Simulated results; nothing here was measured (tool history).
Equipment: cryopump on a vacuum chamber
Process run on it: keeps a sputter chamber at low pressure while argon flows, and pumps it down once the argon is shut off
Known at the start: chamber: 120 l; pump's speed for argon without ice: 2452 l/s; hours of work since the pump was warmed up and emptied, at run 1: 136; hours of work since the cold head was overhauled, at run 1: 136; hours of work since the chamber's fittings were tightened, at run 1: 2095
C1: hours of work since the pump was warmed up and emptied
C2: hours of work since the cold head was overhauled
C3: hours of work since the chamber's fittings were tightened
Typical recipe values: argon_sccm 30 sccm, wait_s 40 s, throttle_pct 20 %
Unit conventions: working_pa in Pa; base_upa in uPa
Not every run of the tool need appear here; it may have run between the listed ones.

Run 1, hour 0: usual settings; C1 136; C2 136; C3 2095. Result: working_pa 0.1048 Pa, base_upa 2.01 uPa.
Run 2, hour 27.7: usual settings; C1 154; C2 154; C3 2113. Result: working_pa 0.1053 Pa, base_upa 2.05 uPa.
Run 3, hour 58.8: usual settings; C1 175; C2 175; C3 2134. Result: working_pa 0.106 Pa, base_upa 2.03 uPa.
Run 4, hour 80.3: usual settings; C1 189; C2 189; C3 2148. Result: working_pa 0.1065 Pa, base_upa 2.13 uPa.
Run 5, hour 103.3: usual settings but wait_s 75 s; C1 204; C2 204; C3 2163. Result: working_pa 0.1071 Pa, base_upa 1.48 uPa.
Run 6, hour 137: usual settings but argon_sccm 53 sccm, wait_s 75 s; C1 227; C2 227; C3 2186. Result: working_pa 0.1906 Pa, base_upa 1.45 uPa.
Run 7, hour 176.6: usual settings but wait_s 48 s; C1 253; C2 253; C3 2212. Result: working_pa 0.1073 Pa, base_upa 1.89 uPa.
Run 8, hour 213.4: usual settings but wait_s 48 s; C1 277; C2 277; C3 2236. Result: working_pa 0.1087 Pa, base_upa 1.87 uPa.
Run 9, hour 253: usual settings but wait_s 48 s; C1 304; C2 304; C3 2262. Result: working_pa 0.1083 Pa, base_upa 1.9 uPa.
Run 10, hour 290.6: usual settings but wait_s 48 s; C1 328; C2 328; C3 2287. Result: working_pa 0.1083 Pa, base_upa 1.98 uPa.
Run 11, hour 313: usual settings but wait_s 48 s; C1 343; C2 343; C3 2302. Result: working_pa 0.1083 Pa, base_upa 1.98 uPa.
Run 12, hour 332.6: usual settings but wait_s 48 s; C1 356; C2 356; C3 2315. Result: working_pa 0.109 Pa, base_upa 1.97 uPa.
Run 13, hour 361.2: usual settings but argon_sccm 29 sccm, wait_s 48 s, throttle_pct 21 %; C1 375; C2 375; C3 2334. Result: working_pa 0.1022 Pa, base_upa 1.98 uPa.
Run 14, hour 383.5: usual settings but argon_sccm 29 sccm, wait_s 111 s, throttle_pct 22 %; C1 390; C2 390; C3 2349. Result: working_pa 0.0974 Pa, base_upa 1.37 uPa.
Run 15, hour 407.7: usual settings but argon_sccm 29 sccm, wait_s 111 s, throttle_pct 22 %; C1 406; C2 406; C3 2365. Result: working_pa 0.0976 Pa, base_upa 1.41 uPa.
Run 16, hour 436.1: usual settings but argon_sccm 44 sccm, wait_s 25 s, throttle_pct 41 %; C1 425; C2 425; C3 2383. Result: working_pa 0.0847 Pa, base_upa 3.11 uPa.

Run 17 is up next; what results do you expect?
Run 17, hour 470: usual settings but argon_sccm 28 sccm, wait_s 72 s, throttle_pct 31 %; C1 447; C2 447; C3 2406. Result: working_pa ?, base_upa ?.

For run 17 the tool returned working_pa 0.0702 Pa, base_upa 1.71 uPa.
Minus the tool's unlogged condition, the same run would have read working_pa 0.0623 Pa, base_upa 0.82 uPa.
